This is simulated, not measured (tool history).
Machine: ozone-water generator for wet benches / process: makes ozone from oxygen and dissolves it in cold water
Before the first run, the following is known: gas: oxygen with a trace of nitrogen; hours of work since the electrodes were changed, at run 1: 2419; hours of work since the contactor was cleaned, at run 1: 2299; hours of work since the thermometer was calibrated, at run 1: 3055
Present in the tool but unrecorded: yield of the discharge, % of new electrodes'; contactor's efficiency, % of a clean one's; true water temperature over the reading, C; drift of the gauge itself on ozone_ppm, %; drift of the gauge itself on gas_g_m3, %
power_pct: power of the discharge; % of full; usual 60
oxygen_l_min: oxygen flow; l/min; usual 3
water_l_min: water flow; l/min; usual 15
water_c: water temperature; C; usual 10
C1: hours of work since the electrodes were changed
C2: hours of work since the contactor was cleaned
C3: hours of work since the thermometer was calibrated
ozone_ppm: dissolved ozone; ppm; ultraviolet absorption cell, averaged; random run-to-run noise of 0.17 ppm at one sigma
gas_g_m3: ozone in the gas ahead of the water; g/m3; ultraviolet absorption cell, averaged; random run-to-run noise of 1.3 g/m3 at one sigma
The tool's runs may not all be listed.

Run 1, hour 0: usual settings; C1 2419; C2 2299; C3 3055. Result: ozone_ppm 23.7 ppm, gas_g_m3 238.3 g/m3.
Run 2, hour 59.5: usual settings but water_c 13 C; C1 2467; C2 2346; C3 3102. Result: ozone_ppm 22.9 ppm, gas_g_m3 239.4 g/m3.
Run 3, hour 122.1: usual settings but water_c 13 C; C1 2516; C2 2396; C3 3151. Result: ozone_ppm 22.7 ppm, gas_g_m3 239.5 g/m3.
Run 4, hour 186.9: usual settings but water_c 13 C; C1 2567; C2 2447; C3 3203. Result: ozone_ppm 22.9 ppm, gas_g_m3 239.6 g/m3.
Run 5, hour 258.8: usual settings but water_c 13 C; C1 2624; C2 2504; C3 3260. Result: ozone_ppm 22.9 ppm, gas_g_m3 239.9 g/m3.
Run 6, hour 349.1: usual settings but water_c 13 C; C1 2696; C2 2576; C3 3331. Result: ozone_ppm 22.7 ppm, gas_g_m3 238.3 g/m3.
Run 7, hour 415.9: usual settings but water_c 13 C; C1 2749; C2 2628; C3 3384. Result: ozone_ppm 22.5 ppm, gas_g_m3 239.7 g/m3.
Run 8, hour 466.6: usual settings but water_c 13 C; C1 2789; C2 2669; C3 3424. Result: ozone_ppm 22.6 ppm, gas_g_m3 240 g/m3.
Run 9, hour 546.8: usual settings but water_c 13 C; C1 2853; C2 2732; C3 3488. Result: ozone_ppm 22.4 ppm, gas_g_m3 240 g/m3.
Run 10, hour 625.7: usual settings but water_c 13 C; C1 2915; C2 2795; C3 3550. Result: ozone_ppm 22.8 ppm, gas_g_m3 237.7 g/m3.
Run 11, hour 682.6: usual settings but water_c 13 C; C1 2960; C2 2840; C3 3595. Result: ozone_ppm 22.9 ppm, gas_g_m3 239.6 g/m3.
Run 12, hour 751.5: usual settings but water_l_min 14 l/min, water_c 13 C; C1 3015; C2 2894; C3 3650. Result: ozone_ppm 23.9 ppm, gas_g_m3 240.1 g/m3.
Run 13, hour 869.3: usual settings but water_l_min 14 l/min, water_c 13 C; C1 3108; C2 2988; C3 3743. Result: ozone_ppm 23.7 ppm, gas_g_m3 241 g/m3.
Run 14, hour 939.5: usual settings; C1 3164; C2 3043; C3 3799. Result: ozone_ppm 23.5 ppm, gas_g_m3 239.3 g/m3.
Run 15, hour 1040.9: usual settings; C1 3244; C2 3124; C3 3879. Result: ozone_ppm 23.3 ppm, gas_g_m3 239.7 g/m3.
Run 16, hour 1153.9: usual settings; C1 3334; C2 3213; C3 3969. Result: ozone_ppm 23.5 ppm, gas_g_m3 240.2 g/m3.
At hour 1203.3: contactor cleaned.
Run 17, hour 1222.1: usual settings but power_pct 63 % of full; C1 3384; C2 15; C3 4020. Result: ozone_ppm 24.9 ppm, gas_g_m3 253.8 g/m3.
Run 18, hour 1293.8: usual settings but power_pct 63 % of full; C1 3441; C2 72; C3 4076. Result: ozone_ppm 24.5 ppm, gas_g_m3 251.9 g/m3.
Run 19, hour 1399.3: usual settings but power_pct 63 % of full, water_l_min 16 l/min; C1 3525; C2 155; C3 4160. Result: ozone_ppm 23.3 ppm, gas_g_m3 252 g/m3.
Run 20, hour 1493.7: usual settings but water_l_min 12 l/min, water_c 7 C; C1 3600; C2 230; C3 4235. Result: ozone_ppm 29.7 ppm, gas_g_m3 242.8 g/m3.
Run 21, hour 1598.8: usual settings but water_l_min 12 l/min, water_c 7 C; C1 3683; C2 313; C3 4318. Result: ozone_ppm 29.3 ppm, gas_g_m3 240.2 g/m3.
Run 22, hour 1678.8: usual settings but water_l_min 18 l/min, water_c 8 C; C1 3746; C2 377; C3 4382. Result: ozone_ppm 20 ppm, gas_g_m3 240.7 g/m3.
Run 23, hour 1783.6: usual settings but power_pct 94 % of full, oxygen_l_min 2.77 l/min, water_l_min 18 l/min, water_c 12 C; C1 3829; C2 460; C3 4464. Result: ozone_ppm 28.7 ppm, gas_g_m3 382.7 g/m3.
Run 24, hour 1842.7: usual settings but oxygen_l_min 4.12 l/min; C1 3876; C2 507; C3 4511. Result: ozone_ppm 25.4 ppm, gas_g_m3 215 g/m3.
Run 25, hour 1939.6: usual settings but water_l_min 10 l/min, water_c 15 C; C1 3953; C2 583; C3 4588. Result: ozone_ppm 30.7 ppm, gas_g_m3 243.7 g/m3.
Run 26, hour 2022.9: usual settings but water_c 12 C; C1 4019; C2 649; C3 4654. Result: ozone_ppm 23.1 ppm, gas_g_m3 242.8 g/m3.
Run 27, hour 2118.7: usual settings but water_c 12 C; C1 4095; C2 725; C3 4730. Result: ozone_ppm 23 ppm, gas_g_m3 244.9 g/m3.
Run 28, hour 2198.1: usual settings but power_pct 70 % of full; C1 4158; C2 788; C3 4793. Result: ozone_ppm 26.7 ppm, gas_g_m3 279 g/m3.
Run 29, hour 2255.5: usual settings but power_pct 58 % of full, oxygen_l_min 3.3 l/min, water_l_min 11 l/min, water_c 16 C; C1 4203; C2 834; C3 4838. Result: ozone_ppm 27.9 ppm, gas_g_m3 226.7 g/m3.
Run 30, hour 2350.1: usual settings but power_pct 58 % of full, oxygen_l_min 3.3 l/min, water_c 16 C; C1 4278; C2 909; C3 4913. Result: ozone_ppm 21.6 ppm, gas_g_m3 228.1 g/m3.
Run 31, hour 2417.9: usual settings but power_pct 58 % of full, oxygen_l_min 3.3 l/min, water_c 16 C; C1 4332; C2 962; C3 4967. Result: ozone_ppm 21.6 ppm, gas_g_m3 224.6 g/m3.
Run 32, hour 2500.8: usual settings but power_pct 58 % of full, oxygen_l_min 3.3 l/min, water_c 16 C; C1 4398; C2 1028; C3 5033. Result: ozone_ppm 21.9 ppm, gas_g_m3 226.4 g/m3.

Entry by entry between the runs, the difference in hidden state between the last listed run before and the first listed run after:
Run 16 -> run 17: contactor cleaned (hour 1203.3)
  contactor's efficiency, % of a clean one's: 99.9 -> 100; drift of the gauge itself on gas_g_m3, %: 1.05 -> 1.1
  what was measured, less what the result would be without the hidden state, gas_g_m3: +2.1 -> +2.3 g/m3
